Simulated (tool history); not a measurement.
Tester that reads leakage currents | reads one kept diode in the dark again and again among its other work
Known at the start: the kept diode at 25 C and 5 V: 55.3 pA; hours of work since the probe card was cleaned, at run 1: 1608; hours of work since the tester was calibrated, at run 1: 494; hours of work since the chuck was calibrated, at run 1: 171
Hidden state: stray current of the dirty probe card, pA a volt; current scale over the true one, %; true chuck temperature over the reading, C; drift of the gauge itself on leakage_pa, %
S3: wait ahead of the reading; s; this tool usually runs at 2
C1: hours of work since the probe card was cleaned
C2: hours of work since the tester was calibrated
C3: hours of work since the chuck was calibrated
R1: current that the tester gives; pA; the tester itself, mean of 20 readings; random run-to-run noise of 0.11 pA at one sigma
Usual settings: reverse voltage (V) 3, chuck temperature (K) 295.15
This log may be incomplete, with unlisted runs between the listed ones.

run 1 day=0 | reverse_voltage_(V)=3 chuck_temperature_(K)=295.15 S3=2 | C1=1608 C2=494 C3=171 | R1=31.87
run 2 day=2.429 | reverse_voltage_(V)=3 chuck_temperature_(K)=295.15 S3=2 | C1=1641 C2=527 C3=204 | R1=31.79
run 3 day=4.221 | reverse_voltage_(V)=3 chuck_temperature_(K)=295.15 S3=2 | C1=1666 C2=551 C3=229 | R1=31.83
run 4 day=6.183 | reverse_voltage_(V)=3 chuck_temperature_(K)=295.15 S3=2 | C1=1692 C2=578 C3=256 | R1=31.49
run 5 day=8.058 | reverse_voltage_(V)=3 chuck_temperature_(K)=305.15 S3=2 | C1=1718 C2=604 C3=281 | R1=76.25
run 6 day=10.717 | reverse_voltage_(V)=3 chuck_temperature_(K)=305.15 S3=2 | C1=1754 C2=640 C3=317 | R1=75.6
run 7 day=12.833 | reverse_voltage_(V)=3 chuck_temperature_(K)=305.15 S3=2 | C1=1783 C2=669 C3=346 | R1=75.61
run 8 day=15.5 | reverse_voltage_(V)=2.11 chuck_temperature_(K)=295.15 S3=2 | C1=1820 C2=705 C3=383 | R1=25.02
run 9 day=17.217 | reverse_voltage_(V)=3 chuck_temperature_(K)=295.15 S3=2 | C1=1843 C2=729 C3=406 | R1=30.88
run 10 day=19.583 | reverse_voltage_(V)=3 chuck_temperature_(K)=295.15 S3=2 | C1=1875 C2=761 C3=438 | R1=30.4
run 11 day=21.179 | reverse_voltage_(V)=3 chuck_temperature_(K)=295.15 S3=2 | C1=1897 C2=783 C3=460 | R1=30.49
run 12 day=22.504 | reverse_voltage_(V)=3 chuck_temperature_(K)=295.15 S3=2 | C1=1915 C2=801 C3=478 | R1=30.49
run 13 day=24.979 | reverse_voltage_(V)=3 chuck_temperature_(K)=295.15 S3=2 | C1=1949 C2=835 C3=512 | R1=30.2
run 14 day=27.312 | reverse_voltage_(V)=3 chuck_temperature_(K)=295.15 S3=2 | C1=1981 C2=866 C3=544 | R1=30.1
run 15 day=30.054 | reverse_voltage_(V)=3 chuck_temperature_(K)=315.15 S3=2 | C1=2018 C2=904 C3=581 | R1=169.37
run 16 day=31.642 | reverse_voltage_(V)=4.19 chuck_temperature_(K)=296.15 S3=4.98 | C1=2040 C2=926 C3=603 | R1=39.52
run 17 day=33.767 | reverse_voltage_(V)=8.71 chuck_temperature_(K)=318.15 S3=7.23 | C1=2069 C2=955 C3=632 | R1=398.19
run 18 day=36.317 | reverse_voltage_(V)=2.27 chuck_temperature_(K)=299.15 S3=6.53 | C1=2104 C2=989 C3=667 | R1=35.44
run 19 day=38.133 | reverse_voltage_(V)=2.21 chuck_temperature_(K)=305.15 S3=2.54 | C1=2128 C2=1014 C3=692 | R1=59.23
run 20 day=39.354 | reverse_voltage_(V)=2.21 chuck_temperature_(K)=305.15 S3=2.54 | C1=2145 C2=1031 C3=708 | R1=58.99
run 21 day=41.204 | reverse_voltage_(V)=3 chuck_temperature_(K)=320.15 S3=2 | C1=2170 C2=1056 C3=733 | R1=247.71
run 22 day=42.829 | reverse_voltage_(V)=3 chuck_temperature_(K)=320.15 S3=2 | C1=2193 C2=1078 C3=756 | R1=247.98
run 23 day=45.6 | reverse_voltage_(V)=3 chuck_temperature_(K)=295.15 S3=9.38 | C1=2230 C2=1116 C3=793 | R1=28.86
run 24 day=46.892 | reverse_voltage_(V)=3 chuck_temperature_(K)=295.15 S3=9.38 | C1=2248 C2=1134 C3=811 | R1=28.6
run 25 day=48.579 | reverse_voltage_(V)=3 chuck_temperature_(K)=295.15 S3=9.38 | C1=2271 C2=1157 C3=834 | R1=28.55
run 26 day=50.346 | reverse_voltage_(V)=1.97 chuck_temperature_(K)=308.15 S3=9.38 | C1=2295 C2=1181 C3=858 | R1=69.54
run 27 day=52.388 | reverse_voltage_(V)=1.94 chuck_temperature_(K)=321.15 S3=9.38 | C1=2323 C2=1209 C3=886 | R1=204.97
run 28 day=54.546 | reverse_voltage_(V)=1.94 chuck_temperature_(K)=321.15 S3=9.38 | C1=2352 C2=1238 C3=916 | R1=203.22
run 29 day=56.654 | reverse_voltage_(V)=1.94 chuck_temperature_(K)=321.15 S3=9.38 | C1=2381 C2=1267 C3=944 | R1=201.27

Each row is a separate what-if for the run after 29, all from the same tool condition, not one after another. Results?
run A day=58.017 | reverse_voltage_(V)=2.6 chuck_temperature_(K)=295.15 S3=2 | C1=2400 C2=1285 C3=963 | R1=?
run B day=58.017 | reverse_voltage_(V)=1.94 chuck_temperature_(K)=298.15 S3=1.16 | C1=2400 C2=1285 C3=963 | R1=?
run C day=58.017 | reverse_voltage_(V)=18.64 chuck_temperature_(K)=321.15 S3=1.69 | C1=2400 C2=1285 C3=963 | R1=?

run=A R1=25.88
run=B R1=28.32
run=C R1=751.91
Had the tool no hidden state, the same runs would have come out as:
run=A R1=29
run=B R1=32.35
run=C R1=865.59
